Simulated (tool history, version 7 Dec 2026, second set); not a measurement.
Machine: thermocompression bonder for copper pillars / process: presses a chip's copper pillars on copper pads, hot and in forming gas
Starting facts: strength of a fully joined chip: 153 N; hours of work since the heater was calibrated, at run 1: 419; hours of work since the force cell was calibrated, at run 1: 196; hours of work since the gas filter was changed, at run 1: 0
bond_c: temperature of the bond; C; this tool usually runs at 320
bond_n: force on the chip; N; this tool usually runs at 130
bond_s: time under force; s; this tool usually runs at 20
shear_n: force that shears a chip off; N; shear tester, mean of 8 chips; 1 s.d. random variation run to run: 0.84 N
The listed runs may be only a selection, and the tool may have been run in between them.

run,day,bond_c,bond_n,bond_s,hours of work since the heater was calibrated,hours of work since the force cell was calibrated,hours of work since the gas filter was changed,shear_n
1,0,320,130,20,419,196,0,102.9
2,0.325,320,130,20,425,201,5,103.4
3,0.704,320,130,20,431,207,11,103.4
4,0.942,320,130,20,435,211,15,102
5,1.175,343,130,20,438,214,19,123.1
6,1.5,320,130,20,444,220,24,99.4
7,1.933,320,130,20,450,226,31,101.6
8,2.308,324,130,20,456,232,37,103.3
9,2.679,324,130,20,462,238,43,102.9
10,2.979,324,130,20,467,243,48,102.7
11,3.279,324,130,20,472,248,52,102.7
12,3.679,324,130,48,478,254,59,122.4
13,4.004,320,130,20,484,260,64,96.5
14,4.183,320,130,20,486,262,67,96
15,4.438,320,130,20,490,267,71,95.7
16,4.7,320,130,20,495,271,75,96.1
# day 4.788: force cell calibrated
17,5.017,320,130,20,499,4,79,94.5
18,5.246,320,130,20,502,7,83,94.8
19,5.492,320,130,20,506,11,87,95.5
20,5.758,320,130,20,511,16,91,94
# day 6.021: force cell calibrated, once more
21,6.021,320,130,20,514,0,94,95.3
22,6.304,320,160,20,518,5,99,104.7
# day 6.529: forming gas filter changed
23,6.604,320,160,20,523,9,1,116.3
24,7,333,96,49,529,15,8,121.8
25,7.221,311,193,20,533,19,11,115.6
26,7.529,320,183,29,538,24,16,129.1
27,7.933,320,183,29,544,30,22,127.7
28,8.267,297,139,31,549,36,28,92.3
29,8.625,325,139,23,555,41,34,111.7
30,8.829,347,84,23,558,45,37,104.8
31,9.146,311,168,18,564,50,42,101
32,9.4,326,188,20,568,54,46,124.3

For run 33, what comes out?
33,9.608,326,175,16,571,57,49,?

Run 33 gave shear_n 114.9 N.
Take away the tool's hidden state, keep the run-to-run variation as it was, and the same run would have given shear_n 124.3 N.

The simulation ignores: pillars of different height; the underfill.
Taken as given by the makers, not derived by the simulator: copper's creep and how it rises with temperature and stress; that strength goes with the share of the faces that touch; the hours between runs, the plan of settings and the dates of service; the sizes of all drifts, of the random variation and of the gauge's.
